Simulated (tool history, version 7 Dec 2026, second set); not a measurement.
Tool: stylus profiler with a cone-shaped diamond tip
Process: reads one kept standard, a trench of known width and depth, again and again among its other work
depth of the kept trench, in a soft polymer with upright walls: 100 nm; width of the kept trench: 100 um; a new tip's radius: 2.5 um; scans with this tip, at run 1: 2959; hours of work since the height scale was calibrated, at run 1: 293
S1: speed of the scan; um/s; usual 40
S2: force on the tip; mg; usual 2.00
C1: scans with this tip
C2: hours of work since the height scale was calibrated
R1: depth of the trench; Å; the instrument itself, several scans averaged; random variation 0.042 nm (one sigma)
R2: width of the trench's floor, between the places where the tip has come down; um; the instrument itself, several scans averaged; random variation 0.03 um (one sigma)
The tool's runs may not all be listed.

Run 1, hour 0.0: usual settings; C1 2959; C2 293. Result: R1 1008.7 Å, R2 98.34 um.
Run 2, hour 41.2: usual settings; C1 3264; C2 323. Result: R1 1007.8 Å, R2 98.27 um.
Run 3, hour 66.5: usual settings; C1 3452; C2 342. Result: R1 1008.7 Å, R2 98.27 um.
Run 4, hour 92.8: usual settings; C1 3647; C2 361. Result: R1 1008.5 Å, R2 98.28 um.
Run 5, hour 130.0: usual settings; C1 3923; C2 388. Result: R1 1008.9 Å, R2 98.22 um.
Run 6, hour 165.7: usual settings; C1 4187; C2 415. Result: R1 1008.8 Å, R2 98.28 um.
Run 7, hour 196.0: usual settings but S2 2.24 mg; C1 4412; C2 437. Result: R1 1010.3 Å, R2 98.28 um.
Run 8, hour 214.0: usual settings but S2 2.24 mg; C1 4545; C2 450. Result: R1 1009.6 Å, R2 98.26 um.
Run 9, hour 240.2: usual settings but S2 2.24 mg; C1 4740; C2 469. Result: R1 1009.9 Å, R2 98.28 um.
Run 10, hour 277.7: usual settings but S1 58 um/s; C1 5018; C2 497. Result: R1 1009.0 Å, R2 98.14 um.
Run 11, hour 298.8: usual settings but S1 13 um/s; C1 5174; C2 512. Result: R1 1009.0 Å, R2 98.38 um.
Run 12, hour 335.5: usual settings but S1 13 um/s; C1 5446; C2 539. Result: R1 1009.7 Å, R2 98.26 um.
Run 13, hour 354.7: usual settings but S1 22 um/s, S2 2.21 mg; C1 5588; C2 553. Result: R1 1009.7 Å, R2 98.22 um.
Run 14, hour 381.2: usual settings but S1 22 um/s, S2 2.21 mg; C1 5784; C2 573. Result: R1 1009.6 Å, R2 98.33 um.
Run 15, hour 415.4: usual settings but S1 16 um/s, S2 1.00 mg; C1 6039; C2 598. Result: R1 1006.9 Å, R2 98.26 um.
Run 16, hour 444.9: usual settings but S1 44 um/s, S2 2.63 mg; C1 6257; C2 619. Result: R1 1011.2 Å, R2 98.21 um.
Run 17, hour 473.4: usual settings but S1 44 um/s, S2 1.17 mg; C1 6468; C2 640. Result: R1 1008.1 Å, R2 98.10 um.
Run 18, hour 511.7: usual settings but S1 111 um/s, S2 0.87 mg; C1 6752; C2 668. Result: R1 1007.4 Å, R2 97.66 um.
Run 19, hour 541.8: usual settings but S1 63 um/s, S2 3.07 mg; C1 6975; C2 690. Result: R1 1011.7 Å, R2 98.10 um.
Run 20, hour 564.7: usual settings but S2 4.09 mg; C1 7145; C2 707. Result: R1 1014.1 Å, R2 98.17 um.
Run 21, hour 601.7: usual settings but S2 4.09 mg; C1 7419; C2 734. Result: R1 1014.2 Å, R2 98.15 um.

Forecast each of these 4 alternatives for the next run:
Run A, hour 621.2: usual settings but S1 31 um/s, S2 2.52 mg; C1 7563; C2 749. Result: R1 ?, R2 ?.
Run B, hour 621.2: usual settings but S1 113 um/s, S2 5.87 mg; C1 7563; C2 749. Result: R1 ?, R2 ?.
Run C, hour 621.2: usual settings but S1 51 um/s, S2 0.93 mg; C1 7563; C2 749. Result: R1 ?, R2 ?.
Run D, hour 621.2: usual settings but S2 2.10 mg; C1 7563; C2 749. Result: R1 ?, R2 ?.

run      R1     R2
  A  1011.0  98.20
  B  1016.1  98.00
  C  1007.5  97.96
  D  1010.8  98.12
Without the tool's hidden state the same runs would have given:
run      R1     R2
  A  1007.7  98.54
  B  1012.8  98.33
  C  1004.2  98.29
  D  1007.6  98.45

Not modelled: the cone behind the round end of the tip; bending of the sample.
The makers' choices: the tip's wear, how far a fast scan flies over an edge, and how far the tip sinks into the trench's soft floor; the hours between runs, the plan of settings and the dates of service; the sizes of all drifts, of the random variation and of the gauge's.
